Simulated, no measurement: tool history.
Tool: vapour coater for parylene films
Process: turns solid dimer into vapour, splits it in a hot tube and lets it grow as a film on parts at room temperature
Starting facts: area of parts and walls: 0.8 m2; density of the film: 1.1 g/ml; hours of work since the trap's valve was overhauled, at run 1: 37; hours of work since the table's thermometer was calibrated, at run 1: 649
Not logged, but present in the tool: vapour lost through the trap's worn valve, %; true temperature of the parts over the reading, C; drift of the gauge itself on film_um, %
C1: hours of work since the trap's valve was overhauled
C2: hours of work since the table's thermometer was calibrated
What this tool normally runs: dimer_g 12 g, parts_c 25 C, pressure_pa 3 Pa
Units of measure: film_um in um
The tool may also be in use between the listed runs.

run 1 day=0 | dimer_g=12 parts_c=25 pressure_pa=3 | C1=37 C2=649 | film_um=7.61
run 2 day=1.296 | dimer_g=12 parts_c=25 pressure_pa=3 | C1=64 C2=676 | film_um=7.41
run 3 day=2.712 | dimer_g=12 parts_c=25 pressure_pa=3 | C1=94 C2=706 | film_um=7.48
run 4 day=4.975 | dimer_g=12 parts_c=25 pressure_pa=3 | C1=141 C2=753 | film_um=7.18
run 5 day=6.546 | dimer_g=12 parts_c=25 pressure_pa=3 | C1=174 C2=786 | film_um=7.03
run 6 day=8.258 | dimer_g=12 parts_c=25 pressure_pa=3 | C1=210 C2=822 | film_um=6.97
run 7 day=9.325 | dimer_g=12 parts_c=25 pressure_pa=3 | C1=233 C2=845 | film_um=6.82
-- day=10.983 trap's valve overhauled
run 8 day=10.983 | dimer_g=12 parts_c=25 pressure_pa=3 | C1=0 C2=876 | film_um=7.82
run 9 day=12.133 | dimer_g=12 parts_c=32 pressure_pa=3 | C1=24 C2=900 | film_um=5.94
run 10 day=13.471 | dimer_g=12 parts_c=25 pressure_pa=3 | C1=52 C2=928 | film_um=7.51
run 11 day=15.654 | dimer_g=12 parts_c=25 pressure_pa=3 | C1=98 C2=974 | film_um=7.45
run 12 day=16.888 | dimer_g=12 parts_c=25 pressure_pa=3 | C1=124 C2=1000 | film_um=7.32
run 13 day=18.658 | dimer_g=12 parts_c=25 pressure_pa=2.24 | C1=161 C2=1037 | film_um=7.56
run 14 day=20.862 | dimer_g=12 parts_c=25 pressure_pa=2.24 | C1=207 C2=1083 | film_um=7.5
run 15 day=22.179 | dimer_g=12 parts_c=25 pressure_pa=2.24 | C1=235 C2=1111 | film_um=7.28
-- day=23.696 trap's valve overhauled
run 16 day=23.779 | dimer_g=12 parts_c=32 pressure_pa=3 | C1=2 C2=1141 | film_um=5.88
run 17 day=24.921 | dimer_g=12 parts_c=32 pressure_pa=3 | C1=26 C2=1165 | film_um=5.74
run 18 day=26.354 | dimer_g=12 parts_c=32 pressure_pa=3 | C1=56 C2=1195 | film_um=5.57
run 19 day=27.5 | dimer_g=12 parts_c=32 pressure_pa=3 | C1=80 C2=1219 | film_um=5.51
run 20 day=29.246 | dimer_g=12 parts_c=32 pressure_pa=3 | C1=116 C2=1256 | film_um=5.48
run 21 day=31.05 | dimer_g=12 parts_c=32 pressure_pa=3 | C1=154 C2=1294 | film_um=5.33
run 22 day=32.888 | dimer_g=12 parts_c=32 pressure_pa=3 | C1=193 C2=1332 | film_um=5.3
run 23 day=34.429 | dimer_g=12 parts_c=32 pressure_pa=3 | C1=225 C2=1364 | film_um=5.15
-- day=36.4 trap's valve overhauled
run 24 day=36.558 | dimer_g=6 parts_c=25 pressure_pa=7.28 | C1=3 C2=1406 | film_um=3.21
run 25 day=38.517 | dimer_g=6 parts_c=25 pressure_pa=7.28 | C1=44 C2=1447 | film_um=3.08
run 26 day=40.258 | dimer_g=6 parts_c=25 pressure_pa=7.28 | C1=81 C2=1483 | film_um=2.99
run 27 day=41.612 | dimer_g=5 parts_c=25 pressure_pa=5.93 | C1=109 C2=1512 | film_um=2.6
run 28 day=42.908 | dimer_g=7 parts_c=17 pressure_pa=5.93 | C1=137 C2=1539 | film_um=4.85
run 29 day=44.688 | dimer_g=18 parts_c=25 pressure_pa=10.65 | C1=174 C2=1576 | film_um=7.88
run 30 day=45.783 | dimer_g=18 parts_c=23 pressure_pa=10.55 | C1=197 C2=1599 | film_um=8.41
run 31 day=46.829 | dimer_g=7 parts_c=32 pressure_pa=10.55 | C1=219 C2=1621 | film_um=2.3
run 32 day=48.796 | dimer_g=7 parts_c=32 pressure_pa=10.55 | C1=260 C2=1662 | film_um=2.2
-- day=49.15 trap's valve overhauled
run 33 day=50.058 | dimer_g=5 parts_c=32 pressure_pa=7.51 | C1=19 C2=1685 | film_um=1.91
run 34 day=52.229 | dimer_g=12 parts_c=28 pressure_pa=3 | C1=65 C2=1731 | film_um=6.6
run 35 day=53.488 | dimer_g=12 parts_c=18 pressure_pa=4.21 | C1=91 C2=1757 | film_um=8.91
run 36 day=54.425 | dimer_g=8 parts_c=29 pressure_pa=10.4 | C1=111 C2=1777 | film_um=3.1
run 37 day=56.504 | dimer_g=8 parts_c=29 pressure_pa=10.4 | C1=154 C2=1821 | film_um=3.01
run 38 day=58.233 | dimer_g=20 parts_c=17 pressure_pa=10.99 | C1=191 C2=1857 | film_um=11.87
run 39 day=60.392 | dimer_g=8 parts_c=25 pressure_pa=3 | C1=236 C2=1902 | film_um=4.54
-- day=61.883 trap's valve overhauled
-- day=62.525 table's thermometer calibrated
run 40 day=62.533 | dimer_g=12 parts_c=19 pressure_pa=6.01 | C1=13 C2=0 | film_um=8.46
run 41 day=63.612 | dimer_g=12 parts_c=28 pressure_pa=9.33 | C1=35 C2=23 | film_um=5.32

How would selected steps in film_um from run to run divide? Give the signed amount a tool lacking its hidden state would still show from settings, what came in and random variation, and the signed amount left for the hidden state, including any gauge scatter that is not in both of the compared results.
Run 7 -> 8: trap's valve overhauled. film_um +1 um: hidden state +0.97, all else +0.03.
Run 15 -> 16: parts_c 25 -> 32, pressure_pa 2.24 -> 3, trap's valve overhauled. film_um -1.4 um: hidden state +1.02, all else -2.42.
Run 30 -> 31: dimer_g 18 -> 7, parts_c 23 -> 32. film_um -6.11 um: hidden state +0.87, all else -6.98.
Run 37 -> 38: dimer_g 8 -> 20, parts_c 29 -> 17, pressure_pa 10.4 -> 10.99. film_um +8.86 um: hidden state -1.36, all else +10.22.
Run 38 -> 39: dimer_g 20 -> 8, parts_c 17 -> 25, pressure_pa 10.99 -> 3. film_um -7.33 um: hidden state +0.92, all else -8.25.
